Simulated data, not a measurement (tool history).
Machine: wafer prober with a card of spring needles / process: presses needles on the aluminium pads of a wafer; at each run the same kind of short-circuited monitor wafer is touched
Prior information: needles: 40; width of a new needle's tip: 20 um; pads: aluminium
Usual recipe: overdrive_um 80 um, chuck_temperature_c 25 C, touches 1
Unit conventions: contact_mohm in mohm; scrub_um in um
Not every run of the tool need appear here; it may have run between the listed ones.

Run 1, hour 0.0: usual settings. Result: contact_mohm 227 mohm, scrub_um 13.87 um.
At hour 3.6: tips cleaned on abrasive film.
At hour 13.1: tips cleaned on abrasive film.
Run 2, hour 15.3: usual settings. Result: contact_mohm 204 mohm, scrub_um 13.68 um.
At hour 22.5: tips cleaned on abrasive film.
Run 3, hour 25.9: usual settings but chuck_temperature_c 44 C. Result: contact_mohm 218 mohm, scrub_um 13.48 um.
At hour 31.6: tips cleaned on abrasive film.
At hour 40.8: tips cleaned on abrasive film.
Run 4, hour 43.8: usual settings but chuck_temperature_c 44 C. Result: contact_mohm 217 mohm, scrub_um 13.65 um.
At hour 50.4: tips cleaned on abrasive film.
Run 5, hour 57.7: usual settings but chuck_temperature_c 44 C. Result: contact_mohm 247 mohm, scrub_um 13.43 um.
At hour 58.7: tips cleaned on abrasive film, once more.
At hour 69.1: tips cleaned on abrasive film.
Run 6, hour 69.1: usual settings but chuck_temperature_c 44 C. Result: contact_mohm 187 mohm, scrub_um 13.40 um.
At hour 79.5: tips cleaned on abrasive film.
Run 7, hour 87.0: usual settings but chuck_temperature_c 44 C. Result: contact_mohm 247 mohm, scrub_um 13.49 um.
At hour 88.8: tips cleaned on abrasive film.
Run 8, hour 96.5: usual settings. Result: contact_mohm 253 mohm, scrub_um 13.40 um.
At hour 98.4: tips cleaned on abrasive film.
Run 9, hour 105.7: usual settings but overdrive_um 85 um, chuck_temperature_c 27 C. Result: contact_mohm 240 mohm, scrub_um 14.42 um.
At hour 107.5: tips cleaned on abrasive film.
At hour 116.5: tips cleaned on abrasive film.
Run 10, hour 123.7: usual settings but chuck_temperature_c 107 C, touches 2. Result: contact_mohm 233 mohm, scrub_um 13.25 um.
At hour 126.4: tips cleaned on abrasive film.
At hour 136.4: tips cleaned on abrasive film.
Run 11, hour 136.6: usual settings but chuck_temperature_c 35 C, touches 2. Result: contact_mohm 182 mohm, scrub_um 13.39 um.
At hour 146.3: tips cleaned on abrasive film.
Run 12, hour 150.0: usual settings but overdrive_um 85 um, chuck_temperature_c 47 C, touches 3. Result: contact_mohm 192 mohm, scrub_um 14.38 um.
At hour 155.9: tips cleaned on abrasive film.
Run 13, hour 157.9: usual settings but overdrive_um 85 um, chuck_temperature_c 47 C, touches 3. Result: contact_mohm 188 mohm, scrub_um 14.32 um.
At hour 165.0: tips cleaned on abrasive film.
At hour 174.2: tips cleaned on abrasive film.
Run 14, hour 174.2: usual settings but overdrive_um 93 um, chuck_temperature_c 107 C, touches 2. Result: contact_mohm 192 mohm, scrub_um 15.58 um.
At hour 184.2: tips cleaned on abrasive film.
Run 15, hour 187.6: usual settings but overdrive_um 93 um, chuck_temperature_c 107 C, touches 2. Result: contact_mohm 205 mohm, scrub_um 15.53 um.

Per-run results on a tool with no hidden state, each run keeping its own random variation:
The hidden state here: debris on the tips, nm; way that the needles fall short of the set height, um; tips' diameter, um; drift of the gauge itself on contact_mohm, %; drift of the gauge itself on scrub_um, %.
run  contact_mohm  scrub_um
  1           175     14.23
  2           172     14.28
  3           178     14.11
  4           178     14.33
  5           179     14.13
  6           178     14.13
  7           178     14.25
  8           176     14.18
  9           174     15.22
 10           190     14.08
 11           174     14.27
 12           178     15.30
 13           177     15.26
 14           187     16.55
 15           186     16.52
